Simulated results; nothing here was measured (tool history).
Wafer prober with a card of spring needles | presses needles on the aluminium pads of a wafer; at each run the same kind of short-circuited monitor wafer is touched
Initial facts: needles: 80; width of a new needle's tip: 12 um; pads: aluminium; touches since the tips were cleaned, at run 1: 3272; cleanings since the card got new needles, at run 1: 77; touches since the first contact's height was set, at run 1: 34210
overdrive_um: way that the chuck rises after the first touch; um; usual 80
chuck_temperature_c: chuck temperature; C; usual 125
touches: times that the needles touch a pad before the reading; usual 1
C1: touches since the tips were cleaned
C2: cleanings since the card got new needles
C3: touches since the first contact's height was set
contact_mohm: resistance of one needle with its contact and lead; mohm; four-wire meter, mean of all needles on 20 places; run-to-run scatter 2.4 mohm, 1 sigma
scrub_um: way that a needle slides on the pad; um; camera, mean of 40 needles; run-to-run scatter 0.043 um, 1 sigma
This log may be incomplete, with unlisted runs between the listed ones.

Run 1, hour 0.0: usual settings; C1 3272; C2 77; C3 34210. Result: contact_mohm 322 mohm, scrub_um 15.23 um.
At hour 10.9: tips cleaned on abrasive film.
At hour 29.2: tips cleaned on abrasive film.
At hour 46.1: tips cleaned on abrasive film.
Run 2, hour 46.1: usual settings; C1 0; C2 80; C3 59709. Result: contact_mohm 281 mohm, scrub_um 15.15 um.
At hour 64.8: tips cleaned on abrasive film.
Run 3, hour 79.0: usual settings; C1 7917; C2 81; C3 77938. Result: contact_mohm 353 mohm, scrub_um 15.20 um.
At hour 82.8: tips cleaned on abrasive film.
At hour 101.2: tips cleaned on abrasive film.
At hour 119.5: tips cleaned on abrasive film.
At hour 123.5: height of the first contact set anew.
At hour 138.5: tips cleaned on abrasive film.
Run 4, hour 152.6: usual settings but chuck_temperature_c 72 C; C1 7845; C2 85; C3 16095. Result: contact_mohm 346 mohm, scrub_um 15.33 um.
At hour 156.4: tips cleaned on abrasive film.
At hour 174.8: tips cleaned on abrasive film.
At hour 190.9: tips cleaned on abrasive film.
Run 5, hour 190.9: usual settings but chuck_temperature_c 72 C; C1 0; C2 88; C3 37241. Result: contact_mohm 274 mohm, scrub_um 15.20 um.
At hour 209.5: tips cleaned on abrasive film.
At hour 227.8: tips cleaned on abrasive film.
At hour 246.4: tips cleaned on abrasive film.
At hour 264.7: tips cleaned on abrasive film.
Run 6, hour 268.2: usual settings but chuck_temperature_c 72 C; C1 1954; C2 92; C3 80072. Result: contact_mohm 295 mohm, scrub_um 15.17 um.
At hour 283.0: tips cleaned on abrasive film.
At hour 297.9: tips cleaned on abrasive film.
Run 7, hour 302.2: usual settings but overdrive_um 87 um; C1 2392; C2 94; C3 98898. Result: contact_mohm 310 mohm, scrub_um 16.46 um.
At hour 310.0: height of the first contact set anew.
At hour 313.8: tips cleaned on abrasive film.
At hour 332.4: tips cleaned on abrasive film.
At hour 350.8: tips cleaned on abrasive film.
Run 8, hour 364.2: usual settings but overdrive_um 76 um, chuck_temperature_c 91 C, touches 2; C1 7439; C2 97; C3 30012. Result: contact_mohm 316 mohm, scrub_um 14.61 um.
At hour 368.0: tips cleaned on abrasive film.
At hour 386.6: tips cleaned on abrasive film.
Run 9, hour 399.0: usual settings but overdrive_um 76 um, chuck_temperature_c 91 C, touches 2; C1 6894; C2 99; C3 49279. Result: contact_mohm 317 mohm, scrub_um 14.51 um.
At hour 402.8: tips cleaned on abrasive film.
At hour 421.4: tips cleaned on abrasive film.
At hour 440.1: tips cleaned on abrasive film.
At hour 458.7: tips cleaned on abrasive film.
Run 10, hour 462.3: usual settings but overdrive_um 76 um, chuck_temperature_c 91 C, touches 2; C1 1993; C2 103; C3 84275. Result: contact_mohm 291 mohm, scrub_um 14.39 um.
At hour 477.2: tips cleaned on abrasive film.
At hour 495.7: tips cleaned on abrasive film.
At hour 496.0: height of the first contact set anew.
Run 11, hour 497.1: usual settings but overdrive_um 82 um, chuck_temperature_c 121 C; C1 585; C2 105; C3 585. Result: contact_mohm 290 mohm, scrub_um 15.82 um.

Here are 5 independent what-if runs from the current tool condition. What would each one return?
At hour 511.9: tips cleaned on abrasive film.
At hour 530.2: tips cleaned on abrasive film.
Run A, hour 543.1: usual settings but overdrive_um 66 um, chuck_temperature_c 114 C; C1 7161; C2 107; C3 26077. Result: contact_mohm ?, scrub_um ?.
At hour 511.9: tips cleaned on abrasive film.
At hour 530.2: tips cleaned on abrasive film.
Run B, hour 543.1: usual settings but touches 2; C1 7161; C2 107; C3 26077. Result: contact_mohm ?, scrub_um ?.
At hour 511.9: tips cleaned on abrasive film.
At hour 530.2: tips cleaned on abrasive film.
Run C, hour 543.1: usual settings but overdrive_um 82 um, chuck_temperature_c 42 C; C1 7161; C2 107; C3 26077. Result: contact_mohm ?, scrub_um ?.
At hour 511.9: tips cleaned on abrasive film.
At hour 530.2: tips cleaned on abrasive film.
Run D, hour 543.1: usual settings but overdrive_um 61 um, chuck_temperature_c 121 C; C1 7161; C2 107; C3 26077. Result: contact_mohm ?, scrub_um ?.
At hour 511.9: tips cleaned on abrasive film.
At hour 530.2: tips cleaned on abrasive film.
Run E, hour 543.1: usual settings but overdrive_um 73 um, touches 2; C1 7161; C2 107; C3 26077. Result: contact_mohm ?, scrub_um ?.

run  contact_mohm  scrub_um
  A           381     12.60
  B           324     15.31
  C           334     15.72
  D           404     11.69
  E           333     13.96
The same runs, with their run-to-run variation unchanged, on a tool lacking any hidden condition would have given:
run  contact_mohm  scrub_um
  A           275     12.64
  B           276     15.35
  C           250     15.76
  D           282     11.73
  E           278     14.00
